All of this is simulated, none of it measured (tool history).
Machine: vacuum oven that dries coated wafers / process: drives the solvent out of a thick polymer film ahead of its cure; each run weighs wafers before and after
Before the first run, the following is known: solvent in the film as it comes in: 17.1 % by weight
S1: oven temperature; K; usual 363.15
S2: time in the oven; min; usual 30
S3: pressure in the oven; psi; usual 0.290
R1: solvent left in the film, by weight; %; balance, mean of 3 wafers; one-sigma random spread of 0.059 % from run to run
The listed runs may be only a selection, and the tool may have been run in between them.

run 1 hour=0.0 | S1=363.15 S2=30 S3=0.290 | R1=2.96
run 2 hour=20.9 | S1=350.15 S2=30 S3=0.290 | R1=6.66
run 3 hour=40.2 | S1=350.15 S2=30 S3=0.290 | R1=6.82
run 4 hour=53.5 | S1=350.15 S2=30 S3=0.290 | R1=6.51
run 5 hour=71.4 | S1=350.15 S2=30 S3=0.290 | R1=6.68
run 6 hour=95.1 | S1=356.15 S2=30 S3=0.290 | R1=4.95
run 7 hour=106.7 | S1=356.15 S2=30 S3=0.290 | R1=4.83
run 8 hour=129.4 | S1=363.15 S2=30 S3=0.290 | R1=3.06
run 9 hour=150.8 | S1=363.15 S2=30 S3=0.290 | R1=3.04
run 10 hour=160.6 | S1=363.15 S2=23 S3=0.290 | R1=4.24
run 11 hour=178.0 | S1=358.15 S2=30 S3=0.290 | R1=4.36
run 12 hour=191.3 | S1=358.15 S2=30 S3=0.290 | R1=4.34
run 13 hour=206.8 | S1=358.15 S2=23 S3=0.290 | R1=5.64
run 14 hour=221.7 | S1=363.15 S2=30 S3=0.290 | R1=3.03
run 15 hour=234.9 | S1=363.15 S2=30 S3=1.008 | R1=5.26
run 16 hour=257.7 | S1=363.15 S2=30 S3=0.184 | R1=2.83
run 17 hour=277.4 | S1=363.15 S2=30 S3=0.184 | R1=2.79
run 18 hour=300.7 | S1=363.15 S2=30 S3=0.647 | R1=4.03
run 19 hour=311.6 | S1=363.15 S2=30 S3=0.647 | R1=3.98
run 20 hour=333.6 | S1=363.15 S2=30 S3=0.647 | R1=4.11
run 21 hour=354.7 | S1=363.15 S2=39 S3=0.647 | R1=3.18
run 22 hour=372.3 | S1=363.15 S2=39 S3=0.647 | R1=3.25
run 23 hour=382.6 | S1=363.15 S2=20 S3=0.290 | R1=4.78
run 24 hour=396.0 | S1=363.15 S2=20 S3=0.290 | R1=4.79
run 25 hour=419.3 | S1=363.15 S2=20 S3=0.290 | R1=4.71
run 26 hour=435.2 | S1=355.15 S2=35 S3=0.190 | R1=4.02
run 27 hour=455.3 | S1=371.15 S2=26 S3=0.325 | R1=2.01
run 28 hour=465.5 | S1=371.15 S2=26 S3=0.325 | R1=1.94
run 29 hour=482.5 | S1=377.15 S2=26 S3=0.223 | R1=1.03
run 30 hour=496.4 | S1=363.15 S2=18 S3=0.376 | R1=5.40
run 31 hour=517.0 | S1=365.15 S2=35 S3=0.290 | R1=2.08
run 32 hour=536.8 | S1=363.15 S2=30 S3=0.165 | R1=2.72
run 33 hour=547.5 | S1=363.15 S2=19 S3=0.290 | R1=5.10
run 34 hour=570.7 | S1=365.15 S2=24 S3=0.290 | R1=3.36
run 35 hour=588.0 | S1=365.15 S2=24 S3=0.290 | R1=3.34
run 36 hour=606.8 | S1=371.15 S2=24 S3=0.290 | R1=2.13
run 37 hour=622.8 | S1=371.15 S2=46 S3=0.290 | R1=0.94
run 38 hour=644.1 | S1=374.15 S2=38 S3=0.194 | R1=0.66
run 39 hour=661.7 | S1=362.15 S2=38 S3=0.600 | R1=3.44
run 40 hour=677.2 | S1=376.15 S2=16 S3=0.600 | R1=3.31
run 41 hour=701.2 | S1=376.15 S2=16 S3=0.600 | R1=3.24
run 42 hour=714.9 | S1=376.15 S2=16 S3=0.600 | R1=3.17
run 43 hour=732.2 | S1=357.15 S2=22 S3=0.522 | R1=6.62
run 44 hour=753.1 | S1=352.15 S2=45 S3=0.149 | R1=3.56
run 45 hour=769.8 | S1=357.15 S2=22 S3=0.313 | R1=6.14
run 46 hour=786.6 | S1=357.15 S2=22 S3=0.313 | R1=6.00
run 47 hour=801.9 | S1=357.15 S2=22 S3=0.313 | R1=6.00

Branching from run 47: 4 alternative next runs. What would each branch give?
run A hour=824.1 | S1=357.15 S2=22 S3=0.151 | R1=?
run B hour=824.1 | S1=360.15 S2=22 S3=1.107 | R1=?
run C hour=824.1 | S1=361.15 S2=34 S3=0.882 | R1=?
run D hour=824.1 | S1=360.15 S2=22 S3=0.244 | R1=?

run=A R1=5.52
run=B R1=7.55
run=C R1=4.90
run=D R1=5.17
With the hidden condition removed and each run's random variation left untouched, the same runs would have given:
run=A R1=5.53
run=B R1=7.56
run=C R1=4.91
run=D R1=5.18
